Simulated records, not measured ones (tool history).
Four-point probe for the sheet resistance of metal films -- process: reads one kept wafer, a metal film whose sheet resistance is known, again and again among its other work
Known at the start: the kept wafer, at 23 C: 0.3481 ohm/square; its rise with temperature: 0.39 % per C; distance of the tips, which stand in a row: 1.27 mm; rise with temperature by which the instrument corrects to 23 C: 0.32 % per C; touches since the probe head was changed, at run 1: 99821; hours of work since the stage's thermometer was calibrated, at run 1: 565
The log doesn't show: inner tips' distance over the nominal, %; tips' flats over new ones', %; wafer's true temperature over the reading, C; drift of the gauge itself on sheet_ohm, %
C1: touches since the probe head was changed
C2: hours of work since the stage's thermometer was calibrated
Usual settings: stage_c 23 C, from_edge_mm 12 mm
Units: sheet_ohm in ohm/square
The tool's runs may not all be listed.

{"run": 1, "day": 0.0, "stage_c": 23, "from_edge_mm": 12, "C1": 99821, "C2": 565, "sheet_ohm": 0.349799}
{"run": 2, "day": 2.638, "stage_c": 23, "from_edge_mm": 33, "C1": 101750, "C2": 613, "sheet_ohm": 0.348055}
{"run": 3, "day": 6.121, "stage_c": 23, "from_edge_mm": 12, "C1": 104297, "C2": 676, "sheet_ohm": 0.349776}
{"run": 4, "day": 8.692, "stage_c": 23, "from_edge_mm": 12, "C1": 106176, "C2": 722, "sheet_ohm": 0.34968}
{"run": 5, "day": 13.304, "stage_c": 23, "from_edge_mm": 12, "C1": 109549, "C2": 805, "sheet_ohm": 0.349759}
{"run": 6, "day": 16.396, "stage_c": 23, "from_edge_mm": 12, "C1": 111809, "C2": 861, "sheet_ohm": 0.349655}
{"run": 7, "day": 19.6, "stage_c": 23, "from_edge_mm": 24, "C1": 114153, "C2": 919, "sheet_ohm": 0.348009}
{"run": 8, "day": 23.629, "stage_c": 23, "from_edge_mm": 24, "C1": 117101, "C2": 992, "sheet_ohm": 0.348003}
{"run": 9, "day": 25.992, "stage_c": 23, "from_edge_mm": 24, "C1": 118827, "C2": 1034, "sheet_ohm": 0.347964}
{"run": 10, "day": 29.762, "stage_c": 23, "from_edge_mm": 6, "C1": 121583, "C2": 1103, "sheet_ohm": 0.355613}
{"run": 11, "day": 33.325, "stage_c": 19, "from_edge_mm": 12, "C1": 124189, "C2": 1167, "sheet_ohm": 0.348633}
{"run": 12, "day": 35.912, "stage_c": 26, "from_edge_mm": 12, "C1": 126082, "C2": 1214, "sheet_ohm": 0.350108}
{"run": 13, "day": 38.4, "stage_c": 24, "from_edge_mm": 8, "C1": 127900, "C2": 1258, "sheet_ohm": 0.352152}
{"run": 14, "day": 42.683, "stage_c": 24, "from_edge_mm": 8, "C1": 131032, "C2": 1336, "sheet_ohm": 0.352125}
{"run": 15, "day": 45.054, "stage_c": 24, "from_edge_mm": 8, "C1": 132766, "C2": 1379, "sheet_ohm": 0.352259}
{"run": 16, "day": 47.229, "stage_c": 33, "from_edge_mm": 46, "C1": 134359, "C2": 1418, "sheet_ohm": 0.349708}
{"run": 17, "day": 49.892, "stage_c": 33, "from_edge_mm": 46, "C1": 136303, "C2": 1466, "sheet_ohm": 0.349693}
{"day": 50.2, "done": "stage's thermometer calibrated"}
{"run": 18, "day": 52.338, "stage_c": 33, "from_edge_mm": 46, "C1": 138077, "C2": 39, "sheet_ohm": 0.350146}
{"run": 19, "day": 55.05, "stage_c": 20, "from_edge_mm": 69, "C1": 140060, "C2": 87, "sheet_ohm": 0.346833}
{"run": 20, "day": 57.762, "stage_c": 20, "from_edge_mm": 47, "C1": 142043, "C2": 136, "sheet_ohm": 0.346853}
{"run": 21, "day": 60.0, "stage_c": 18, "from_edge_mm": 8, "C1": 143681, "C2": 177, "sheet_ohm": 0.35094}
{"run": 22, "day": 61.992, "stage_c": 26, "from_edge_mm": 19, "C1": 145137, "C2": 213, "sheet_ohm": 0.349017}

How the hidden state differs across the entries between the runs, from the last listed run before each to the first after it:
After run 17, before run 18: stage's thermometer calibrated (day 50.200)
  inner tips' distance over the nominal, %: -0.154 -> -0.158; wafer's true temperature over the reading, C: -0.26 -> 0.01
  measured less the result without the state, sheet_ohm: -0.000921 -> -0.000585 ohm/square
